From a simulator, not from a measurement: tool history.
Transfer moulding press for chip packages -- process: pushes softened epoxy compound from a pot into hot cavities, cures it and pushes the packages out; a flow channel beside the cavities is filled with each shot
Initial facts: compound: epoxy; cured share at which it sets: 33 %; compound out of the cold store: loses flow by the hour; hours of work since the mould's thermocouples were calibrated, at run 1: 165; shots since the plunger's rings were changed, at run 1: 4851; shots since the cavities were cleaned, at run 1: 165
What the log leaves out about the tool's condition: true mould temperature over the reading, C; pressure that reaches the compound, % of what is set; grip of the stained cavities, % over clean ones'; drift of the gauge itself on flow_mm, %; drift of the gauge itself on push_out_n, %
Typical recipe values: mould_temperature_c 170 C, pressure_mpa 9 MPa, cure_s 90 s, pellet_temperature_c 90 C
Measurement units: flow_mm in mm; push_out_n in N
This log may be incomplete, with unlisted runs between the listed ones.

run	hour	mould_temperature_c	pressure_mpa	cure_s	pellet_temperature_c	hours of work since the mould's thermocouples were calibrated	shots since the plunger's rings were changed	shots since the cavities were cleaned	incoming compound's hours out of the cold store	flow_mm	push_out_n
1	0	170	9	90	90	165	4851	165	32.1	512	428
# hour 39.1: cavities cleaned with cleaning compound and waxed
# hour 50.6: plunger's sealing rings changed
2	77.2	170	9	90	90	222	375	502	28.1	518	439
# hour 88.9: cavities cleaned with cleaning compound and waxed
3	120.6	170	9	90	90	254	964	446	9	547	434
# hour 137.2: cavities cleaned with cleaning compound and waxed
# hour 184.1: cavities cleaned with cleaning compound and waxed
4	184.1	170	9	90	90	301	1818	0	22.3	530	415
# hour 233.1: cavities cleaned with cleaning compound and waxed
5	241.4	170	9	90	90	345	2602	115	21.1	528	417
# hour 279.2: cavities cleaned with cleaning compound and waxed
6	302.7	170	9	90	90	391	3446	331	37.4	502	423
# hour 328.5: cavities cleaned with cleaning compound and waxed
# hour 334.4: mould's thermocouples calibrated
7	360.7	170	9	90	90	20	4214	426	38.4	502	430
# hour 377.9: cavities cleaned with cleaning compound and waxed
# hour 426.6: cavities cleaned with cleaning compound and waxed
8	431	164	9	90	90	73	5162	63	41.3	512	550
# hour 459.4: plunger's sealing rings changed
# hour 478.9: cavities cleaned with cleaning compound and waxed
9	501.8	170	9.19	90	90	125	575	322	35	512	436
# hour 528.6: cavities cleaned with cleaning compound and waxed
# hour 576.2: cavities cleaned with cleaning compound and waxed
10	583.9	170	9.19	90	90	187	1690	109	36.7	511	429
# hour 622.3: cavities cleaned with cleaning compound and waxed
11	636.9	170	9.19	90	90	227	2416	207	12.8	550	423
# hour 670.7: cavities cleaned with cleaning compound and waxed
12	682.7	170	9	90	90	261	3039	169	22.8	528	416
# hour 723.3: cavities cleaned with cleaning compound and waxed
13	723.3	170	9	90	90	292	3591	0	36.4	504	433
# hour 769.6: cavities cleaned with cleaning compound and waxed
14	782.9	170	9	73	90	337	4409	188	12.4	544	619
# hour 816.3: cavities cleaned with cleaning compound and waxed
15	845.1	174	9	73	95	384	5264	406	28.3	508	476

Predict the results of run 16:
# hour 867: plunger's sealing rings changed
# hour 868.5: cavities cleaned with cleaning compound and waxed
# hour 886.6: mould's thermocouples calibrated
16	906.5	169	10.97	90	90	15	506	506	41.2	?	?

{"run 16": {"flow_mm": 551, "push_out_n": 434}}
The same run, on a tool lacking any hidden state, would have yielded flow_mm 551 mm, push_out_n 429 N.
